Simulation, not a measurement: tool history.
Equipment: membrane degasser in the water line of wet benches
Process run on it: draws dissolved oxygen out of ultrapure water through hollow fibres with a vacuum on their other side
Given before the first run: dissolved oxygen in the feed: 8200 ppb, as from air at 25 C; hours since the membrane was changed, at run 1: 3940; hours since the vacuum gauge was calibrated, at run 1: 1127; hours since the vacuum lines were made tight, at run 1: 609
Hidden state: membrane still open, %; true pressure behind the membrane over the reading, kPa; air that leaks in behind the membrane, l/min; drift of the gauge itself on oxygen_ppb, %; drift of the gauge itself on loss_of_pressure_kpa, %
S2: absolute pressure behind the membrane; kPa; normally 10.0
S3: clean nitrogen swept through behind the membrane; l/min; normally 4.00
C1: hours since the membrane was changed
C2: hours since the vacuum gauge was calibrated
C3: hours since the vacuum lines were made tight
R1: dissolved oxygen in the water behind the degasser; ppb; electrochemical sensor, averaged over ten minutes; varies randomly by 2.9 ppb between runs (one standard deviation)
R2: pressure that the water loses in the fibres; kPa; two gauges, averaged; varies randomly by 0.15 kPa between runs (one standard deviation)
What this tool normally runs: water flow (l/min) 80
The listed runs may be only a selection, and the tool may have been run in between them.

{"run": 1, "hour": 0.0, "water flow (l/min)": 80, "S2": 10.0, "S3": 4.0, "C1": 3940, "C2": 1127, "C3": 609, "R1": 444.3, "R2": 36.9}
{"run": 2, "hour": 57.9, "water flow (l/min)": 80, "S2": 10.0, "S3": 4.0, "C1": 3998, "C2": 1185, "C3": 667, "R1": 440.1, "R2": 36.83}
{"run": 3, "hour": 137.3, "water flow (l/min)": 100, "S2": 10.0, "S3": 4.0, "C1": 4078, "C2": 1265, "C3": 746, "R1": 552.4, "R2": 46.1}
{"run": 4, "hour": 235.5, "water flow (l/min)": 100, "S2": 10.0, "S3": 4.0, "C1": 4176, "C2": 1363, "C3": 844, "R1": 555.0, "R2": 45.98}
{"run": 5, "hour": 326.2, "water flow (l/min)": 52, "S2": 10.0, "S3": 4.0, "C1": 4267, "C2": 1454, "C3": 935, "R1": 281.3, "R2": 23.87}
{"run": 6, "hour": 420.9, "water flow (l/min)": 52, "S2": 10.0, "S3": 4.0, "C1": 4361, "C2": 1548, "C3": 1030, "R1": 285.6, "R2": 24.07}
{"run": 7, "hour": 519.2, "water flow (l/min)": 80, "S2": 12.4, "S3": 4.0, "C1": 4460, "C2": 1647, "C3": 1128, "R1": 544.1, "R2": 37.08}
{"run": 8, "hour": 586.4, "water flow (l/min)": 80, "S2": 10.0, "S3": 4.0, "C1": 4527, "C2": 1714, "C3": 1195, "R1": 450.2, "R2": 36.97}
{"run": 9, "hour": 683.9, "water flow (l/min)": 80, "S2": 10.0, "S3": 4.0, "C1": 4624, "C2": 1811, "C3": 1293, "R1": 449.2, "R2": 36.93}
{"run": 10, "hour": 763.9, "water flow (l/min)": 80, "S2": 10.0, "S3": 4.0, "C1": 4704, "C2": 1891, "C3": 1373, "R1": 444.6, "R2": 36.71}
{"run": 11, "hour": 832.0, "water flow (l/min)": 80, "S2": 10.0, "S3": 4.0, "C1": 4772, "C2": 1959, "C3": 1441, "R1": 447.8, "R2": 36.94}
{"run": 12, "hour": 917.4, "water flow (l/min)": 80, "S2": 10.0, "S3": 10.55, "C1": 4858, "C2": 2045, "C3": 1526, "R1": 281.7, "R2": 37.17}
{"run": 13, "hour": 972.6, "water flow (l/min)": 80, "S2": 7.1, "S3": 4.0, "C1": 4913, "C2": 2100, "C3": 1581, "R1": 332.3, "R2": 36.7}
{"run": 14, "hour": 1042.1, "water flow (l/min)": 80, "S2": 6.4, "S3": 4.68, "C1": 4982, "C2": 2169, "C3": 1651, "R1": 279.6, "R2": 36.89}
{"run": 15, "hour": 1128.1, "water flow (l/min)": 80, "S2": 6.4, "S3": 4.68, "C1": 5068, "C2": 2255, "C3": 1737, "R1": 284.7, "R2": 36.61}
{"run": 16, "hour": 1195.4, "water flow (l/min)": 81, "S2": 8.7, "S3": 1.99, "C1": 5136, "C2": 2323, "C3": 1804, "R1": 584.8, "R2": 37.46}
{"hour": 1200.7, "done": "vacuum gauge calibrated"}
{"run": 17, "hour": 1271.0, "water flow (l/min)": 112, "S2": 14.8, "S3": 1.99, "C1": 5211, "C2": 70, "C3": 1879, "R1": 1281.3, "R2": 51.93}
{"run": 18, "hour": 1328.7, "water flow (l/min)": 80, "S2": 13.8, "S3": 3.65, "C1": 5268, "C2": 128, "C3": 1937, "R1": 638.6, "R2": 37.01}
{"run": 19, "hour": 1429.4, "water flow (l/min)": 80, "S2": 13.8, "S3": 3.65, "C1": 5369, "C2": 229, "C3": 2038, "R1": 639.2, "R2": 37.16}
{"run": 20, "hour": 1519.9, "water flow (l/min)": 80, "S2": 13.8, "S3": 6.45, "C1": 5460, "C2": 319, "C3": 2128, "R1": 452.6, "R2": 36.91}
{"run": 21, "hour": 1627.6, "water flow (l/min)": 80, "S2": 19.8, "S3": 7.62, "C1": 5567, "C2": 427, "C3": 2236, "R1": 543.4, "R2": 37.01}
{"hour": 1719.9, "done": "vacuum gauge calibrated, once more"}
{"run": 22, "hour": 1736.2, "water flow (l/min)": 110, "S2": 18.7, "S3": 2.13, "C1": 5676, "C2": 16, "C3": 2344, "R1": 1496.9, "R2": 51.09}
{"run": 23, "hour": 1834.3, "water flow (l/min)": 58, "S2": 18.7, "S3": 2.13, "C1": 5774, "C2": 114, "C3": 2442, "R1": 915.9, "R2": 26.78}
{"run": 24, "hour": 1932.3, "water flow (l/min)": 58, "S2": 18.7, "S3": 6.5, "C1": 5872, "C2": 212, "C3": 2540, "R1": 412.7, "R2": 26.68}
{"run": 25, "hour": 2014.8, "water flow (l/min)": 99, "S2": 18.7, "S3": 7.37, "C1": 5954, "C2": 295, "C3": 2623, "R1": 651.6, "R2": 45.6}

Below are 3 alternative next runs, each starting from the tool's condition after run 25. Predict each:
{"run": "A", "hour": 2061.2, "water flow (l/min)": 76, "S2": 18.7, "S3": 7.37, "C1": 6001, "C2": 341, "C3": 2669, "R1": "?", "R2": "?"}
{"run": "B", "hour": 2061.2, "water flow (l/min)": 106, "S2": 18.7, "S3": 7.37, "C1": 6001, "C2": 341, "C3": 2669, "R1": "?", "R2": "?"}
{"run": "C", "hour": 2061.2, "water flow (l/min)": 95, "S2": 10.0, "S3": 4.0, "C1": 6001, "C2": 341, "C3": 2669, "R1": "?", "R2": "?"}

run=A R1=504.6 R2=35.53
run=B R1=690.9 R2=48.97
run=C R1=527.6 R2=43.99
What these runs would have given with no unlogged condition in the tool:
run=A R1=492.1 R2=34.78
run=B R1=674.5 R2=47.92
run=C R1=512.1 R2=43.04

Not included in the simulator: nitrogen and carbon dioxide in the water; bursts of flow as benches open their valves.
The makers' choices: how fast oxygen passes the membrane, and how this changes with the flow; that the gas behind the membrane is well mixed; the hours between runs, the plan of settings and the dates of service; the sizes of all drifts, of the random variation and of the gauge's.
